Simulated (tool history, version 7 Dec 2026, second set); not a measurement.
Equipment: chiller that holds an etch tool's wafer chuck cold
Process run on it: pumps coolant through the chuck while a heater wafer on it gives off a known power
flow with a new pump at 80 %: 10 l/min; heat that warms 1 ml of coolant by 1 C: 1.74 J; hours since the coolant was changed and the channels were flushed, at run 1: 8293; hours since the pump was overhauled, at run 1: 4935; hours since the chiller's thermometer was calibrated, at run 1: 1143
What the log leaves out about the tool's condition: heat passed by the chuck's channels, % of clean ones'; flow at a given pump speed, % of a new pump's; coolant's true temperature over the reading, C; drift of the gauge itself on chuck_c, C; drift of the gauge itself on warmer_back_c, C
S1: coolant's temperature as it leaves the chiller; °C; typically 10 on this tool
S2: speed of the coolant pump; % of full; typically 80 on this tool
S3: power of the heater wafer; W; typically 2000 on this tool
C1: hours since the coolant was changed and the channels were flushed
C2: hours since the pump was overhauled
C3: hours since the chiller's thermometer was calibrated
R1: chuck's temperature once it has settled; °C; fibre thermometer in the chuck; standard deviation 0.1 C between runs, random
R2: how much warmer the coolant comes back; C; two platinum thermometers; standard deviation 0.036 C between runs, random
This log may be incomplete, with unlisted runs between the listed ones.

run	hour	S1	S2	S3	C1	C2	C3	R1	R2
1	0	10	80	2000	8293	4935	1143	36	7.27
2	58.4	10	80	2000	8351	4993	1201	36	7.4
3	141.2	10	80	2000	8434	5076	1284	36.1	7.38
# hour 167.8: coolant changed, channels flushed
4	263.3	10	80	2000	95	5192	1400	33.1	7.3
5	362.5	10	80	2000	195	5291	1499	32.7	7.35
6	471.7	10	80	2000	304	5400	1608	32.8	7.37
7	580.5	10	80	2000	413	5509	1717	33	7.39
8	690.6	10	80	2000	523	5619	1827	33	7.44
9	751.5	10	80	2000	584	5680	1888	32.9	7.34
10	829.2	10	80	2000	661	5758	1966	33.1	7.38
11	924.8	10	80	2000	757	5853	2062	33	7.49
12	994.1	10	60	2000	826	5923	2131	39.7	10.03
13	1080.3	10	60	2000	912	6009	2217	39.6	9.97
14	1145.8	14	60	2000	978	6074	2283	43.6	10.07
15	1262.7	14	60	2000	1095	6191	2399	43.8	10.03
16	1356	14	60	2000	1188	6285	2493	43.6	10.01
17	1415.8	10	80	2000	1248	6344	2553	33.5	7.46
18	1475	1	74	1113	1307	6404	2612	14.8	4.54
19	1531.7	2	82	1730	1364	6460	2668	21.6	6.25
20	1629.7	2	82	1730	1462	6558	2766	21.8	6.26
# hour 1639.5: chiller's thermometer calibrated
21	1725.5	2	82	1730	1557	6653	86	21.7	6.31
22	1788.3	1	82	1730	1619	6716	149	20.5	6.32
23	1900.8	1	82	1730	1732	6828	261	20.9	6.32
24	1965.9	7	83	2000	1797	6894	326	29.7	7.25
25	2043.5	18	83	2109	1875	6971	404	42.1	7.63
# hour 2117.8: chiller's thermometer calibrated, once more
26	2118	18	83	2109	1948	7045	0	42.7	7.69
27	2199.5	16	77	2000	2030	7126	82	40.9	7.85
28	2316.9	16	77	2000	2147	7244	199	41.1	7.86
29	2369.8	16	77	2000	2200	7296	252	41.1	7.89
30	2436.7	1	80	2000	2267	7363	319	25.1	7.57
31	2548.3	10	90	2000	2378	7475	430	31.9	6.76
32	2657.5	10	61	2614	2488	7584	540	50	13.11
33	2755.2	7	80	2836	2585	7682	637	41.3	10.84

Describe how what the log doesn't record of the tool's condition differs between the last listed run preceding each entry between runs and the first listed run following it.
Run 3 -> run 4: coolant changed, channels flushed (hour 167.8)
  heat passed by the chuck's channels, % of clean ones': 84.5 -> 98.9; flow at a given pump speed, % of a new pump's: 93.8 -> 93.6; coolant's true temperature over the reading, C: -0.16 -> -0.17
  the result without the hidden state subtracted from the measured one, R1: +4.4 -> +1.2 °C; R2: +0.46 -> +0.47 C
Run 20 -> run 21: chiller's thermometer calibrated (hour 1639.5)
  heat passed by the chuck's channels, % of clean ones': 96.6 -> 96.4; flow at a given pump speed, % of a new pump's: 92 -> 91.9; coolant's true temperature over the reading, C: -0.35 -> -0.46
  the result without the hidden state subtracted from the measured one, R1: +1.5 -> +1.4 °C; R2: +0.5 -> +0.51 C
Run 25 -> run 26: chiller's thermometer calibrated, once more (hour 2117.8)
  heat passed by the chuck's channels, % of clean ones': 95.9 -> 95.8; flow at a given pump speed, % of a new pump's: 91.5 -> 91.4; coolant's true temperature over the reading, C: -0.5 -> 0
  the result without the hidden state subtracted from the measured one, R1: +2 -> +2.5 °C; R2: +0.65 -> +0.66 C
